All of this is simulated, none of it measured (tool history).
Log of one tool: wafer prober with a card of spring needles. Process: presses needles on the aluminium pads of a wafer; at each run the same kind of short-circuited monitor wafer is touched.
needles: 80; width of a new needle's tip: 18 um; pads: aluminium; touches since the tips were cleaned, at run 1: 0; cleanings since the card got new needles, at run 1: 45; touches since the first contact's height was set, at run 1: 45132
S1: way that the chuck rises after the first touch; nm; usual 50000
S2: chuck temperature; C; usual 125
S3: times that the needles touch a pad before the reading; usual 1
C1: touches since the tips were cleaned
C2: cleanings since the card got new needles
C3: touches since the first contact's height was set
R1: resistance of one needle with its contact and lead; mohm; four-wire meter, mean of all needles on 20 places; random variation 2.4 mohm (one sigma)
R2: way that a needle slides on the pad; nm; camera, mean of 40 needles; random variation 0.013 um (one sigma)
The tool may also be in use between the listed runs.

Run 1, hour 0.0: usual settings; C1 0; C2 45; C3 45132. Result: R1 280 mohm, R2 13590 nm.
At hour 12.7: tips cleaned on abrasive film.
Run 2, hour 22.0: usual settings; C1 6002; C2 46; C3 59218. Result: R1 356 mohm, R2 13560 nm.
At hour 25.9: tips cleaned on abrasive film.
At hour 40.4: tips cleaned on abrasive film.
At hour 43.3: height of the first contact set anew.
Run 3, hour 50.7: usual settings but S3 2; C1 6485; C2 48; C3 4804. Result: R1 322 mohm, R2 13730 nm.
At hour 53.3: tips cleaned on abrasive film.
At hour 65.3: tips cleaned on abrasive film.
At hour 78.4: tips cleaned on abrasive film.
Run 4, hour 78.5: usual settings; C1 17; C2 51; C3 22459. Result: R1 284 mohm, R2 13660 nm.
At hour 92.0: tips cleaned on abrasive film.
Run 5, hour 96.0: usual settings; C1 2626; C2 52; C3 33702. Result: R1 332 mohm, R2 13650 nm.
At hour 104.8: tips cleaned on abrasive film.
Run 6, hour 114.6: usual settings; C1 6318; C2 53; C3 45611. Result: R1 364 mohm, R2 13610 nm.
At hour 117.3: tips cleaned on abrasive film.
At hour 129.7: tips cleaned on abrasive film.
Run 7, hour 129.7: usual settings; C1 0; C2 55; C3 55144. Result: R1 279 mohm, R2 13550 nm.
At hour 141.9: tips cleaned on abrasive film.
Run 8, hour 152.2: usual settings; C1 6680; C2 56; C3 69610. Result: R1 372 mohm, R2 13520 nm.
At hour 154.2: tips cleaned on abrasive film.
At hour 156.6: height of the first contact set anew.
At hour 167.4: tips cleaned on abrasive film.
Run 9, hour 169.2: usual settings but S3 3; C1 1173; C2 58; C3 8021. Result: R1 286 mohm, R2 13690 nm.
At hour 181.7: tips cleaned on abrasive film.
At hour 193.9: tips cleaned on abrasive film.
Run 10, hour 193.9: usual settings but S3 3; C1 0; C2 60; C3 23820. Result: R1 274 mohm, R2 13630 nm.
At hour 208.0: tips cleaned on abrasive film.
Run 11, hour 209.2: usual settings but S3 2; C1 758; C2 61; C3 33579. Result: R1 289 mohm, R2 13630 nm.
At hour 221.4: tips cleaned on abrasive film.
Run 12, hour 227.3: usual settings but S2 45 C, S3 2; C1 3768; C2 62; C3 45151. Result: R1 306 mohm, R2 13600 nm.
At hour 234.2: tips cleaned on abrasive film.
At hour 246.5: tips cleaned on abrasive film.
Run 13, hour 247.7: usual settings but S2 45 C, S3 2; C1 755; C2 64; C3 58138. Result: R1 272 mohm, R2 13550 nm.
At hour 259.7: tips cleaned on abrasive film.
At hour 270.8: height of the first contact set anew.
At hour 273.7: tips cleaned on abrasive film.
Run 14, hour 276.2: usual settings but S2 45 C, S3 2; C1 1571; C2 66; C3 3425. Result: R1 278 mohm, R2 13700 nm.
At hour 287.5: tips cleaned on abrasive film.
At hour 300.7: tips cleaned on abrasive film.
Run 15, hour 308.2: usual settings but S2 94 C, S3 3; C1 4834; C2 68; C3 23920. Result: R1 298 mohm, R2 13650 nm.
At hour 313.3: tips cleaned on abrasive film.
At hour 325.7: tips cleaned on abrasive film.
Run 16, hour 334.8: usual settings but S2 27 C; C1 5875; C2 70; C3 40903. Result: R1 351 mohm, R2 13600 nm.
At hour 338.9: tips cleaned on abrasive film.
At hour 350.8: tips cleaned on abrasive film.
Run 17, hour 353.0: usual settings but S1 34000 nm, S2 27 C, S3 2; C1 1363; C2 72; C3 52451. Result: R1 321 mohm, R2 9150 nm.

3 ways to go on from here, each from the tool as it stands after run 17. What would each give?
At hour 364.9: tips cleaned on abrasive film.
Run A, hour 369.2: usual settings but S3 3; C1 2796; C2 73; C3 62847. Result: R1 ?, R2 ?.
At hour 364.9: tips cleaned on abrasive film.
Run B, hour 369.2: usual settings but S1 32000 nm, S3 2; C1 2796; C2 73; C3 62847. Result: R1 ?, R2 ?.
At hour 364.9: tips cleaned on abrasive film.
Run C, hour 369.2: usual settings but S1 34000 nm, S2 27 C; C1 2796; C2 73; C3 62847. Result: R1 ?, R2 ?.

run   R1     R2
  A  298  13550
  B  394   8570
  C  438   9120
Without the tool's hidden state the same runs would have given:
run   R1     R2
  A  267  13760
  B  285   8780
  C  254   9330
